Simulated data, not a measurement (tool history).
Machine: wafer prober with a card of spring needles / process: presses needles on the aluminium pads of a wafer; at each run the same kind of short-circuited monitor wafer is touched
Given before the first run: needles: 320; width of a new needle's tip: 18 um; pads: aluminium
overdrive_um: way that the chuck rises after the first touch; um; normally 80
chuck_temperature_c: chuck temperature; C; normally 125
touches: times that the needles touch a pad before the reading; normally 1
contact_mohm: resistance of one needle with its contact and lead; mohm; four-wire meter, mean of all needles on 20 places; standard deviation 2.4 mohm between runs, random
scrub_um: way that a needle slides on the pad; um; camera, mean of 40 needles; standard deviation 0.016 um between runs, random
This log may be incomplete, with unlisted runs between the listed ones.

{"run": 1, "hour": 0.0, "overdrive_um": 80, "chuck_temperature_c": 125, "touches": 1, "contact_mohm": 481, "scrub_um": 13.3}
{"hour": 3.8, "done": "tips cleaned on abrasive film"}
{"run": 2, "hour": 12.3, "overdrive_um": 80, "chuck_temperature_c": 125, "touches": 2, "contact_mohm": 439, "scrub_um": 13.23}
{"run": 3, "hour": 28.1, "overdrive_um": 80, "chuck_temperature_c": 125, "touches": 2, "contact_mohm": 408, "scrub_um": 13.26}
{"run": 4, "hour": 42.4, "overdrive_um": 80, "chuck_temperature_c": 125, "touches": 2, "contact_mohm": 406, "scrub_um": 13.25}
{"hour": 43.3, "done": "tips cleaned on abrasive film"}
{"run": 5, "hour": 55.2, "overdrive_um": 80, "chuck_temperature_c": 125, "touches": 2, "contact_mohm": 371, "scrub_um": 13.21}
{"hour": 60.4, "done": "tips cleaned on abrasive film, once more"}
{"run": 6, "hour": 64.1, "overdrive_um": 80, "chuck_temperature_c": 125, "touches": 1, "contact_mohm": 356, "scrub_um": 13.22}
{"run": 7, "hour": 74.2, "overdrive_um": 80, "chuck_temperature_c": 125, "touches": 1, "contact_mohm": 439, "scrub_um": 13.21}
{"run": 8, "hour": 86.1, "overdrive_um": 80, "chuck_temperature_c": 80, "touches": 1, "contact_mohm": 485, "scrub_um": 13.21}
{"run": 9, "hour": 96.7, "overdrive_um": 98, "chuck_temperature_c": 125, "touches": 1, "contact_mohm": 412, "scrub_um": 16.23}
{"hour": 99.6, "done": "tips cleaned on abrasive film"}
{"run": 10, "hour": 110.8, "overdrive_um": 98, "chuck_temperature_c": 32, "touches": 1, "contact_mohm": 372, "scrub_um": 16.24}
{"run": 11, "hour": 119.3, "overdrive_um": 98, "chuck_temperature_c": 32, "touches": 1, "contact_mohm": 394, "scrub_um": 16.22}
{"run": 12, "hour": 135.6, "overdrive_um": 98, "chuck_temperature_c": 32, "touches": 1, "contact_mohm": 413, "scrub_um": 16.24}
{"hour": 139.0, "done": "tips cleaned on abrasive film"}
{"run": 13, "hour": 145.4, "overdrive_um": 80, "chuck_temperature_c": 125, "touches": 1, "contact_mohm": 391, "scrub_um": 13.19}
{"run": 14, "hour": 157.6, "overdrive_um": 80, "chuck_temperature_c": 125, "touches": 1, "contact_mohm": 463, "scrub_um": 13.18}
{"run": 15, "hour": 166.1, "overdrive_um": 80, "chuck_temperature_c": 125, "touches": 1, "contact_mohm": 486, "scrub_um": 13.19}
{"hour": 178.9, "done": "tips cleaned on abrasive film"}
{"run": 16, "hour": 183.2, "overdrive_um": 80, "chuck_temperature_c": 125, "touches": 1, "contact_mohm": 365, "scrub_um": 13.19}
{"run": 17, "hour": 200.6, "overdrive_um": 80, "chuck_temperature_c": 32, "touches": 1, "contact_mohm": 474, "scrub_um": 13.19}
{"run": 18, "hour": 213.9, "overdrive_um": 80, "chuck_temperature_c": 59, "touches": 1, "contact_mohm": 492, "scrub_um": 13.18}
{"hour": 218.1, "done": "tips cleaned on abrasive film"}
{"run": 19, "hour": 229.3, "overdrive_um": 96, "chuck_temperature_c": 86, "touches": 1, "contact_mohm": 384, "scrub_um": 15.84}
{"run": 20, "hour": 242.5, "overdrive_um": 83, "chuck_temperature_c": 79, "touches": 2, "contact_mohm": 386, "scrub_um": 13.66}
{"hour": 257.2, "done": "tips cleaned on abrasive film"}
{"run": 21, "hour": 258.2, "overdrive_um": 83, "chuck_temperature_c": 79, "touches": 2, "contact_mohm": 281, "scrub_um": 13.68}
{"run": 22, "hour": 273.2, "overdrive_um": 74, "chuck_temperature_c": 81, "touches": 2, "contact_mohm": 399, "scrub_um": 12.15}
{"run": 23, "hour": 285.5, "overdrive_um": 74, "chuck_temperature_c": 51, "touches": 1, "contact_mohm": 529, "scrub_um": 12.15}
{"hour": 296.4, "done": "tips cleaned on abrasive film"}
{"run": 24, "hour": 298.7, "overdrive_um": 74, "chuck_temperature_c": 51, "touches": 1, "contact_mohm": 347, "scrub_um": 12.14}
{"run": 25, "hour": 310.8, "overdrive_um": 77, "chuck_temperature_c": 75, "touches": 1, "contact_mohm": 471, "scrub_um": 12.65}
{"run": 26, "hour": 318.3, "overdrive_um": 80, "chuck_temperature_c": 36, "touches": 1, "contact_mohm": 482, "scrub_um": 13.17}
{"run": 27, "hour": 334.5, "overdrive_um": 64, "chuck_temperature_c": 36, "touches": 2, "contact_mohm": 484, "scrub_um": 10.46}
{"hour": 335.6, "done": "tips cleaned on abrasive film"}
{"run": 28, "hour": 346.8, "overdrive_um": 90, "chuck_temperature_c": 55, "touches": 2, "contact_mohm": 338, "scrub_um": 14.8}
{"run": 29, "hour": 358.8, "overdrive_um": 90, "chuck_temperature_c": 55, "touches": 2, "contact_mohm": 365, "scrub_um": 14.79}
{"run": 30, "hour": 370.3, "overdrive_um": 80, "chuck_temperature_c": 40, "touches": 1, "contact_mohm": 498, "scrub_um": 13.14}
{"hour": 375.1, "done": "tips cleaned on abrasive film"}
{"hour": 378.0, "done": "height of the first contact set anew"}
{"run": 31, "hour": 378.0, "overdrive_um": 66, "chuck_temperature_c": 40, "touches": 3, "contact_mohm": 296, "scrub_um": 11.03}
{"run": 32, "hour": 390.4, "overdrive_um": 66, "chuck_temperature_c": 40, "touches": 3, "contact_mohm": 363, "scrub_um": 11.05}
{"run": 33, "hour": 398.6, "overdrive_um": 68, "chuck_temperature_c": 40, "touches": 3, "contact_mohm": 366, "scrub_um": 11.39}
{"run": 34, "hour": 407.1, "overdrive_um": 92, "chuck_temperature_c": 30, "touches": 2, "contact_mohm": 359, "scrub_um": 15.39}

Branching from run 34: 3 alternative next runs. What would each branch give?
{"hour": 415.3, "done": "tips cleaned on abrasive film"}
{"run": "A", "hour": 424.6, "overdrive_um": 92, "chuck_temperature_c": 74, "touches": 2, "contact_mohm": "?", "scrub_um": "?"}
{"hour": 415.3, "done": "tips cleaned on abrasive film"}
{"run": "B", "hour": 424.6, "overdrive_um": 96, "chuck_temperature_c": 80, "touches": 2, "contact_mohm": "?", "scrub_um": "?"}
{"hour": 415.3, "done": "tips cleaned on abrasive film"}
{"run": "C", "hour": 424.6, "overdrive_um": 80, "chuck_temperature_c": 62, "touches": 1, "contact_mohm": "?", "scrub_um": "?"}

run=A contact_mohm=331 scrub_um=15.38
run=B contact_mohm=320 scrub_um=16.07
run=C contact_mohm=416 scrub_um=13.36
Without the tool's unlogged condition, the same runs would have read:
run=A contact_mohm=262 scrub_um=15.39
run=B contact_mohm=257 scrub_um=16.08
run=C contact_mohm=262 scrub_um=13.38

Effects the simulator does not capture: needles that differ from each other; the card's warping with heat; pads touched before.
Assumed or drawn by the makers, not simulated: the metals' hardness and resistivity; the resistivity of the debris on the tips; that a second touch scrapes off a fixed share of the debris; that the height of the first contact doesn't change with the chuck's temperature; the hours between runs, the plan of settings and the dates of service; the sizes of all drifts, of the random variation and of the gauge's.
